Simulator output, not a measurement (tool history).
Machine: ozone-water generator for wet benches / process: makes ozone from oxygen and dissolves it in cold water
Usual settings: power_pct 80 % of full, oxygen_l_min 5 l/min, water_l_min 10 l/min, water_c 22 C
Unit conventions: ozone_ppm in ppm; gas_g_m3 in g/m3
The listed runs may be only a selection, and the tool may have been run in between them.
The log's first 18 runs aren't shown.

Run 19, hour 399.4: usual settings but power_pct 64 % of full, water_c 29 C. Result: ozone_ppm 31.2 ppm, gas_g_m3 254.5 g/m3.
Run 20, hour 414.9: usual settings but power_pct 48 % of full, oxygen_l_min 2.78 l/min, water_c 29 C. Result: ozone_ppm 30.2 ppm, gas_g_m3 307.3 g/m3.
Run 21, hour 448: usual settings but power_pct 49 % of full, oxygen_l_min 3.59 l/min, water_c 27 C. Result: ozone_ppm 30.1 ppm, gas_g_m3 264.4 g/m3.
Run 22, hour 478.9: usual settings but water_l_min 7 l/min, water_c 28 C. Result: ozone_ppm 44.3 ppm, gas_g_m3 291.5 g/m3.
Run 23, hour 508.2: usual settings but oxygen_l_min 8.64 l/min, water_l_min 14 l/min, water_c 14 C. Result: ozone_ppm 34.8 ppm, gas_g_m3 207.5 g/m3.
Run 24, hour 531.2: usual settings but oxygen_l_min 8.64 l/min, water_l_min 14 l/min, water_c 14 C. Result: ozone_ppm 34.2 ppm, gas_g_m3 209.3 g/m3.
Run 25, hour 545.3: usual settings but oxygen_l_min 4.55 l/min, water_l_min 14 l/min, water_c 18 C. Result: ozone_ppm 35.9 ppm, gas_g_m3 306.9 g/m3.
Run 26, hour 569.5: usual settings but power_pct 53 % of full, oxygen_l_min 2.74 l/min, water_l_min 6 l/min, water_c 27 C. Result: ozone_ppm 44.9 ppm, gas_g_m3 328.2 g/m3.
Run 27, hour 600.4: usual settings but power_pct 53 % of full, oxygen_l_min 2.74 l/min, water_l_min 6 l/min, water_c 27 C. Result: ozone_ppm 44.6 ppm, gas_g_m3 325.6 g/m3.
Run 28, hour 615.9: usual settings but power_pct 53 % of full, oxygen_l_min 2.74 l/min, water_l_min 6 l/min, water_c 27 C. Result: ozone_ppm 45 ppm, gas_g_m3 327.2 g/m3.
Run 29, hour 641.7: usual settings but power_pct 53 % of full, oxygen_l_min 2.74 l/min, water_l_min 6 l/min, water_c 27 C. Result: ozone_ppm 45.4 ppm, gas_g_m3 325.1 g/m3.
Run 30, hour 659.1: usual settings but power_pct 92 % of full, oxygen_l_min 5.78 l/min, water_c 26 C. Result: ozone_ppm 39.9 ppm, gas_g_m3 291.8 g/m3.
Run 31, hour 673.2: usual settings but power_pct 92 % of full, oxygen_l_min 6.59 l/min, water_l_min 8 l/min, water_c 26 C. Result: ozone_ppm 42 ppm, gas_g_m3 267.7 g/m3.
Run 32, hour 695.3: usual settings but power_pct 81 % of full, oxygen_l_min 8.44 l/min, water_l_min 7 l/min, water_c 15 C. Result: ozone_ppm 50.5 ppm, gas_g_m3 214.5 g/m3.
Run 33, hour 711.1: usual settings but power_pct 56 % of full, water_c 26 C. Result: ozone_ppm 30.9 ppm, gas_g_m3 235.9 g/m3.

Each row is a separate what-if for the run after 33, all from the same tool condition, not one after another. Results?
Run A, hour 735.2: usual settings but power_pct 56 % of full, water_l_min 6 l/min, water_c 17 C. Result: ozone_ppm ?, gas_g_m3 ?.
Run B, hour 735.2: usual settings but power_pct 65 % of full, water_c 29 C. Result: ozone_ppm ?, gas_g_m3 ?.
Run C, hour 735.2: usual settings but power_pct 61 % of full, oxygen_l_min 3.39 l/min. Result: ozone_ppm ?, gas_g_m3 ?.

run  ozone_ppm  gas_g_m3
  A       48.2     232.8
  B       31.1     257.1
  C         38     312.8
Without the tool's unlogged condition, the same runs would have read:
run  ozone_ppm  gas_g_m3
  A       48.3     232.8
  B       31.1     257.2
  C         38     312.9
